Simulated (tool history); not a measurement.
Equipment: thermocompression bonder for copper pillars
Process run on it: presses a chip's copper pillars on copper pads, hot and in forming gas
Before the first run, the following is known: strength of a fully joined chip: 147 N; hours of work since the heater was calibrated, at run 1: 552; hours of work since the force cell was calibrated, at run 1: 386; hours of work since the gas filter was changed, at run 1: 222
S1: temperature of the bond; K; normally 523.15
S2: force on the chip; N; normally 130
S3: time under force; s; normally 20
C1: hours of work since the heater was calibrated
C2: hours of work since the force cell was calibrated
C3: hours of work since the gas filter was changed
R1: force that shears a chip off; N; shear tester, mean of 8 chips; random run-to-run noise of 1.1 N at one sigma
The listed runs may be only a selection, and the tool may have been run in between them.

run 1 hour=0 | S1=523.15 S2=130 S3=20 | C1=552 C2=386 C3=222 | R1=87.2
run 2 hour=18.3 | S1=523.15 S2=130 S3=20 | C1=560 C2=394 C3=230 | R1=85.2
run 3 hour=38.8 | S1=523.15 S2=130 S3=21 | C1=569 C2=403 C3=239 | R1=87.7
run 4 hour=50.3 | S1=523.15 S2=130 S3=21 | C1=574 C2=408 C3=244 | R1=86
run 5 hour=66 | S1=523.15 S2=130 S3=20 | C1=581 C2=415 C3=251 | R1=83.8
run 6 hour=81.5 | S1=523.15 S2=130 S3=20 | C1=588 C2=422 C3=258 | R1=84.6
run 7 hour=93.8 | S1=523.15 S2=130 S3=20 | C1=593 C2=427 C3=263 | R1=84.6
run 8 hour=114.6 | S1=523.15 S2=177 S3=20 | C1=602 C2=436 C3=272 | R1=99.9
run 9 hour=134.4 | S1=518.15 S2=105 S3=10 | C1=611 C2=445 C3=281 | R1=50.9
run 10 hour=152.2 | S1=525.15 S2=194 S3=27 | C1=619 C2=453 C3=289 | R1=114.4
run 11 hour=165.7 | S1=525.15 S2=194 S3=43 | C1=625 C2=459 C3=295 | R1=121.8
run 12 hour=177.6 | S1=534.15 S2=177 S3=14 | C1=630 C2=464 C3=300 | R1=103.5
run 13 hour=188.3 | S1=515.15 S2=96 S3=15 | C1=635 C2=469 C3=305 | R1=53.4

4 ways to go on from here, each from the tool as it stands after run 13. What would each give?
run A hour=203.2 | S1=511.15 S2=107 S3=20 | C1=641 C2=475 C3=311 | R1=?
run B hour=203.2 | S1=515.15 S2=157 S3=15 | C1=641 C2=475 C3=311 | R1=?
run C hour=203.2 | S1=507.15 S2=167 S3=25 | C1=641 C2=475 C3=311 | R1=?
run D hour=203.2 | S1=530.15 S2=130 S3=20 | C1=641 C2=475 C3=311 | R1=?

run=A R1=62.3
run=B R1=78.1
run=C R1=86.2
run=D R1=88.4
Take away the tool's hidden state, keep each run's random variation, and the runs would have read:
run=A R1=72.6
run=B R1=90
run=C R1=98.9
run=D R1=101.1
